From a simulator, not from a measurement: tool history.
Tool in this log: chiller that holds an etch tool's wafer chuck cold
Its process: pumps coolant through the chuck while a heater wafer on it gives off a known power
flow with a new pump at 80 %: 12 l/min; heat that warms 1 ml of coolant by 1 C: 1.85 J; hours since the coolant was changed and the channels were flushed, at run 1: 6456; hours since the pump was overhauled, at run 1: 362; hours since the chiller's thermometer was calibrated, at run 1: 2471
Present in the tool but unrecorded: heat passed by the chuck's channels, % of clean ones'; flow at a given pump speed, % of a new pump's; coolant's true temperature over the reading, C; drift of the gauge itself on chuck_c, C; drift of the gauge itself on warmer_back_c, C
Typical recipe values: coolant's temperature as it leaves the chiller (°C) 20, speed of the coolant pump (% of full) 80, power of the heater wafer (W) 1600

run     day  coolant's temperature as it leaves the chiller (°C)  speed of the coolant pump (% of full)  power of the heater wafer (W)  hours since the coolant was changed and the channels were flushed  hours since the pump was overhauled  hours since the chiller's thermometer was calibrated  chuck's temperature once it has settled (°C)  how much warmer the coolant comes back (C)
  1   0.000                                                   20                                     80                           1600                                                               6456                                  362                                                  2471                                          38.4                                        4.37
  2   1.658                                                   20                                     80                           1600                                                               6495                                  401                                                  2511                                          38.1                                        4.30
  3   2.567                                                   20                                     80                           1600                                                               6517                                  423                                                  2533                                          38.5                                        4.34
  4   3.583                                                   20                                     80                           1600                                                               6542                                  448                                                  2557                                          38.5                                        4.32
  5   4.475                                                   20                                     80                           1600                                                               6563                                  469                                                  2579                                          38.4                                        4.28
  6   5.571                                                   20                                     80                           1600                                                               6589                                  495                                                  2605                                          38.4                                        4.33
  7   6.354                                                   20                                     80                           1600                                                               6608                                  514                                                  2624                                          38.5                                        4.32
  8   7.654                                                   20                                     80                           1600                                                               6639                                  545                                                  2655                                          38.7                                        4.36
  9   9.038                                                   20                                     80                           1600                                                               6673                                  578                                                  2688                                          38.4                                        4.35
 10  10.300                                                   16                                     69                           1017                                                               6703                                  609                                                  2719                                          29.1                                        3.24
 11  12.071                                                   25                                     69                            877                                                               6745                                  651                                                  2761                                          36.4                                        2.78
 12  13.838                                                   11                                     80                           1600                                                               6788                                  694                                                  2804                                          29.7                                        4.34
 13  14.612                                                   27                                     80                           1106                                                               6806                                  712                                                  2822                                          40.1                                        3.02
 14  15.438                                                   18                                     88                            820                                                               6826                                  732                                                  2842                                          27.0                                        2.03
 15  16.400                                                   29                                     81                           1651                                                               6849                                  755                                                  2865                                          48.3                                        4.46
 16  18.062                                                   20                                     80                           1466                                                               6889                                  795                                                  2905                                          37.3                                        3.96
 17  19.283                                                   20                                     80                           1466                                                               6918                                  824                                                  2934                                          37.3                                        3.97

3 ways to go on from here, each from the tool as it stands after run 17. What would each give?
  A  20.512                                                   20                                     97                            918                                                               6948                                  854                                                  2964                                             ?                                           ?
  B  20.512                                                   14                                     80                           1891                                                               6948                                  854                                                  2964                                             ?                                           ?
  C  20.512                                                   29                                     93                           1600                                                               6948                                  854                                                  2964                                             ?                                           ?

run  chuck's temperature once it has settled (°C)  how much warmer the coolant comes back (C)
  A                                          29.5                                        1.99
  B                                          36.2                                        5.12
  C                                          46.1                                        3.65
Stripped of hidden state, with their random variation kept, the same runs would have yielded:
run  chuck's temperature once it has settled (°C)  how much warmer the coolant comes back (C)
  A                                          27.8                                        1.98
  B                                          32.5                                        5.11
  C                                          43.2                                        3.64
